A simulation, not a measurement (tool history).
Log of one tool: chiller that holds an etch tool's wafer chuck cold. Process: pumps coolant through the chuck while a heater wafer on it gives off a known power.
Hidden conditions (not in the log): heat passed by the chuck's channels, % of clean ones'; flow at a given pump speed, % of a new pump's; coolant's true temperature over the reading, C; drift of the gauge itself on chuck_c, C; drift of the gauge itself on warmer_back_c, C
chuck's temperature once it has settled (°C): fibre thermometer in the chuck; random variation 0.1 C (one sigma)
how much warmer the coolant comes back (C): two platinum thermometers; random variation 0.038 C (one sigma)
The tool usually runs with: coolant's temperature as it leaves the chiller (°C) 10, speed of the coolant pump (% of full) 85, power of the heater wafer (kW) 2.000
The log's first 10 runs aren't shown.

run,day,coolant's temperature as it leaves the chiller (°C),speed of the coolant pump (% of full),power of the heater wafer (kW),hours since the coolant was changed and the channels were flushed,hours since the pump was overhauled,hours since the chiller's thermometer was calibrated,chuck's temperature once it has settled (°C),how much warmer the coolant comes back (C)
11,30.050,10,85,1.314,5780,4746,1999,20.7,4.95
12,32.438,14,85,2.000,5837,4803,2057,30.3,7.59
13,36.304,14,85,2.000,5930,4896,2149,30.5,7.61
14,38.350,14,85,2.000,5979,4945,2199,30.5,7.57
15,41.071,14,85,2.000,6045,5011,2264,30.5,7.58
16,45.188,18,85,2.000,6143,5109,2363,34.5,7.54
17,49.212,5,85,2.000,6240,5206,2459,21.3,7.56
18,52.354,5,85,2.000,6315,5281,2535,21.5,7.53
19,54.871,13,70,2.822,6376,5342,2595,40.2,13.41
20,58.854,10,85,1.102,6471,5437,2691,19.1,3.89
21,62.562,11,85,1.102,6560,5526,2780,20.1,3.92
22,66.083,16,85,2.715,6645,5611,2864,38.3,10.28

Run 23 is up next; what results do you expect?
23,69.533,16,85,2.715,6728,5694,2947,?,?

Run 23 produced chuck's temperature once it has settled (°C) 38.4, how much warmer the coolant comes back (C) 10.18.
On a tool with no hidden condition, and with the same random variation, this run would have come out at chuck's temperature once it has settled (°C) 38.3, how much warmer the coolant comes back (C) 10.60.
